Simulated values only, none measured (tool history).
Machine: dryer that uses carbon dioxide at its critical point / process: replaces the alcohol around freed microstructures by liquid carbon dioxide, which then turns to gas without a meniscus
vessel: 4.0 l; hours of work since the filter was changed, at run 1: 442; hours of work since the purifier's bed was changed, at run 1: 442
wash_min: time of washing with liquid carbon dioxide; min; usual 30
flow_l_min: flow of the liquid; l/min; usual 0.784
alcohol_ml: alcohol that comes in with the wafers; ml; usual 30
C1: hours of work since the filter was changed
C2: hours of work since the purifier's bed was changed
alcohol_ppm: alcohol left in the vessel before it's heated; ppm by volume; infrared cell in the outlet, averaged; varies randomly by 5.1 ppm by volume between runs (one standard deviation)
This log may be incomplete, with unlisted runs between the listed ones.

{"run": 1, "hour": 0.0, "wash_min": 30, "flow_l_min": 0.784, "alcohol_ml": 30, "C1": 442, "C2": 442, "alcohol_ppm": 174}
{"run": 2, "hour": 9.8, "wash_min": 30, "flow_l_min": 0.784, "alcohol_ml": 30, "C1": 449, "C2": 449, "alcohol_ppm": 186}
{"run": 3, "hour": 21.8, "wash_min": 46, "flow_l_min": 0.784, "alcohol_ml": 30, "C1": 457, "C2": 457, "alcohol_ppm": 110}
{"run": 4, "hour": 37.8, "wash_min": 46, "flow_l_min": 0.784, "alcohol_ml": 30, "C1": 468, "C2": 468, "alcohol_ppm": 116}
{"run": 5, "hour": 50.4, "wash_min": 30, "flow_l_min": 0.784, "alcohol_ml": 44, "C1": 477, "C2": 477, "alcohol_ppm": 226}
{"run": 6, "hour": 66.4, "wash_min": 33, "flow_l_min": 0.784, "alcohol_ml": 30, "C1": 488, "C2": 488, "alcohol_ppm": 163}
{"run": 7, "hour": 82.4, "wash_min": 30, "flow_l_min": 0.784, "alcohol_ml": 34, "C1": 499, "C2": 499, "alcohol_ppm": 199}
{"run": 8, "hour": 89.3, "wash_min": 30, "flow_l_min": 0.784, "alcohol_ml": 50, "C1": 504, "C2": 504, "alcohol_ppm": 252}
{"run": 9, "hour": 103.7, "wash_min": 42, "flow_l_min": 0.784, "alcohol_ml": 30, "C1": 514, "C2": 514, "alcohol_ppm": 121}
{"run": 10, "hour": 115.6, "wash_min": 42, "flow_l_min": 0.784, "alcohol_ml": 30, "C1": 522, "C2": 522, "alcohol_ppm": 124}
{"run": 11, "hour": 124.9, "wash_min": 42, "flow_l_min": 0.784, "alcohol_ml": 30, "C1": 529, "C2": 529, "alcohol_ppm": 138}
{"run": 12, "hour": 135.2, "wash_min": 30, "flow_l_min": 0.784, "alcohol_ml": 30, "C1": 536, "C2": 536, "alcohol_ppm": 202}
{"run": 13, "hour": 144.0, "wash_min": 30, "flow_l_min": 0.784, "alcohol_ml": 30, "C1": 542, "C2": 542, "alcohol_ppm": 209}
{"run": 14, "hour": 154.8, "wash_min": 33, "flow_l_min": 0.784, "alcohol_ml": 30, "C1": 549, "C2": 549, "alcohol_ppm": 170}
{"hour": 162.5, "done": "inlet filter changed"}
{"run": 15, "hour": 169.6, "wash_min": 33, "flow_l_min": 0.784, "alcohol_ml": 30, "C1": 5, "C2": 559, "alcohol_ppm": 156}
{"run": 16, "hour": 184.0, "wash_min": 33, "flow_l_min": 0.784, "alcohol_ml": 30, "C1": 15, "C2": 569, "alcohol_ppm": 165}
{"run": 17, "hour": 197.3, "wash_min": 34, "flow_l_min": 0.784, "alcohol_ml": 30, "C1": 24, "C2": 578, "alcohol_ppm": 147}
{"run": 18, "hour": 208.8, "wash_min": 34, "flow_l_min": 0.784, "alcohol_ml": 30, "C1": 32, "C2": 586, "alcohol_ppm": 168}
{"run": 19, "hour": 224.1, "wash_min": 30, "flow_l_min": 0.784, "alcohol_ml": 43, "C1": 43, "C2": 597, "alcohol_ppm": 207}
{"run": 20, "hour": 233.0, "wash_min": 30, "flow_l_min": 0.784, "alcohol_ml": 43, "C1": 49, "C2": 603, "alcohol_ppm": 218}
{"run": 21, "hour": 243.9, "wash_min": 30, "flow_l_min": 0.784, "alcohol_ml": 84, "C1": 56, "C2": 610, "alcohol_ppm": 305}
{"run": 22, "hour": 251.0, "wash_min": 30, "flow_l_min": 0.784, "alcohol_ml": 84, "C1": 61, "C2": 615, "alcohol_ppm": 297}
{"run": 23, "hour": 263.4, "wash_min": 30, "flow_l_min": 0.784, "alcohol_ml": 92, "C1": 70, "C2": 624, "alcohol_ppm": 308}
{"run": 24, "hour": 279.9, "wash_min": 30, "flow_l_min": 0.784, "alcohol_ml": 92, "C1": 81, "C2": 635, "alcohol_ppm": 317}
{"run": 25, "hour": 291.4, "wash_min": 23, "flow_l_min": 0.777, "alcohol_ml": 114, "C1": 89, "C2": 643, "alcohol_ppm": 857}
{"run": 26, "hour": 300.2, "wash_min": 27, "flow_l_min": 0.479, "alcohol_ml": 30, "C1": 95, "C2": 649, "alcohol_ppm": 708}
{"run": 27, "hour": 313.4, "wash_min": 30, "flow_l_min": 1.07, "alcohol_ml": 31, "C1": 104, "C2": 658, "alcohol_ppm": 157}
{"run": 28, "hour": 320.3, "wash_min": 30, "flow_l_min": 1.07, "alcohol_ml": 31, "C1": 109, "C2": 663, "alcohol_ppm": 154}
{"run": 29, "hour": 334.0, "wash_min": 35, "flow_l_min": 1.07, "alcohol_ml": 31, "C1": 119, "C2": 673, "alcohol_ppm": 155}
{"run": 30, "hour": 344.4, "wash_min": 44, "flow_l_min": 0.708, "alcohol_ml": 31, "C1": 126, "C2": 680, "alcohol_ppm": 162}
{"run": 31, "hour": 359.4, "wash_min": 37, "flow_l_min": 0.645, "alcohol_ml": 30, "C1": 136, "C2": 690, "alcohol_ppm": 207}
{"run": 32, "hour": 369.4, "wash_min": 20, "flow_l_min": 0.784, "alcohol_ml": 42, "C1": 143, "C2": 697, "alcohol_ppm": 584}
{"run": 33, "hour": 385.2, "wash_min": 18, "flow_l_min": 0.93, "alcohol_ml": 42, "C1": 154, "C2": 708, "alcohol_ppm": 464}
{"run": 34, "hour": 391.9, "wash_min": 18, "flow_l_min": 0.93, "alcohol_ml": 42, "C1": 159, "C2": 713, "alcohol_ppm": 460}
{"run": 35, "hour": 401.5, "wash_min": 30, "flow_l_min": 0.586, "alcohol_ml": 30, "C1": 165, "C2": 719, "alcohol_ppm": 386}
{"run": 36, "hour": 416.8, "wash_min": 30, "flow_l_min": 0.586, "alcohol_ml": 30, "C1": 176, "C2": 730, "alcohol_ppm": 386}
{"run": 37, "hour": 430.1, "wash_min": 30, "flow_l_min": 0.586, "alcohol_ml": 30, "C1": 185, "C2": 739, "alcohol_ppm": 390}
{"run": 38, "hour": 436.8, "wash_min": 30, "flow_l_min": 0.963, "alcohol_ml": 24, "C1": 190, "C2": 744, "alcohol_ppm": 182}
{"run": 39, "hour": 448.7, "wash_min": 30, "flow_l_min": 0.963, "alcohol_ml": 24, "C1": 198, "C2": 752, "alcohol_ppm": 188}
{"run": 40, "hour": 457.7, "wash_min": 30, "flow_l_min": 0.963, "alcohol_ml": 24, "C1": 204, "C2": 758, "alcohol_ppm": 184}
{"run": 41, "hour": 473.1, "wash_min": 30, "flow_l_min": 0.624, "alcohol_ml": 34, "C1": 215, "C2": 769, "alcohol_ppm": 370}
{"run": 42, "hour": 483.2, "wash_min": 26, "flow_l_min": 0.673, "alcohol_ml": 29, "C1": 222, "C2": 776, "alcohol_ppm": 386}
{"run": 43, "hour": 497.6, "wash_min": 24, "flow_l_min": 0.515, "alcohol_ml": 29, "C1": 232, "C2": 786, "alcohol_ppm": 790}
{"run": 44, "hour": 508.2, "wash_min": 24, "flow_l_min": 0.515, "alcohol_ml": 29, "C1": 239, "C2": 793, "alcohol_ppm": 828}
{"run": 45, "hour": 516.5, "wash_min": 24, "flow_l_min": 0.515, "alcohol_ml": 29, "C1": 245, "C2": 799, "alcohol_ppm": 848}
{"run": 46, "hour": 530.7, "wash_min": 21, "flow_l_min": 0.819, "alcohol_ml": 29, "C1": 255, "C2": 809, "alcohol_ppm": 410}

Selected run-to-run steps in alcohol_ppm, each split into two signed amounts: the part the tool would show with no hidden state at all (from settings, incoming material and random variation), and the remainder, which goes to the hidden state together with any gauge scatter not common to the measured and the hidden-state-free results:
Hidden state present: flow that reaches the vessel past the clogged filter, %; alcohol in the recycled carbon dioxide, ppm; drift of the gauge itself on alcohol_ppm, %.
Run 4 -> 5: wash_min 46 -> 30, alcohol_ml 30 -> 44. alcohol_ppm +110 ppm by volume: hidden state +34, all else +76.
Run 8 -> 9: wash_min 30 -> 42, alcohol_ml 50 -> 30. alcohol_ppm -131 ppm by volume: hidden state -36, all else -95.
Run 24 -> 25: wash_min 30 -> 23, flow_l_min 0.784 -> 0.777, alcohol_ml 92 -> 114. alcohol_ppm +540 ppm by volume: hidden state +28, all else +512.
Run 26 -> 27: wash_min 27 -> 30, flow_l_min 0.479 -> 1.070, alcohol_ml 30 -> 31. alcohol_ppm -551 ppm by volume: hidden state -19, all else -532.
Run 45 -> 46: wash_min 24 -> 21, flow_l_min 0.515 -> 0.819. alcohol_ppm -438 ppm by volume: hidden state -31, all else -407.
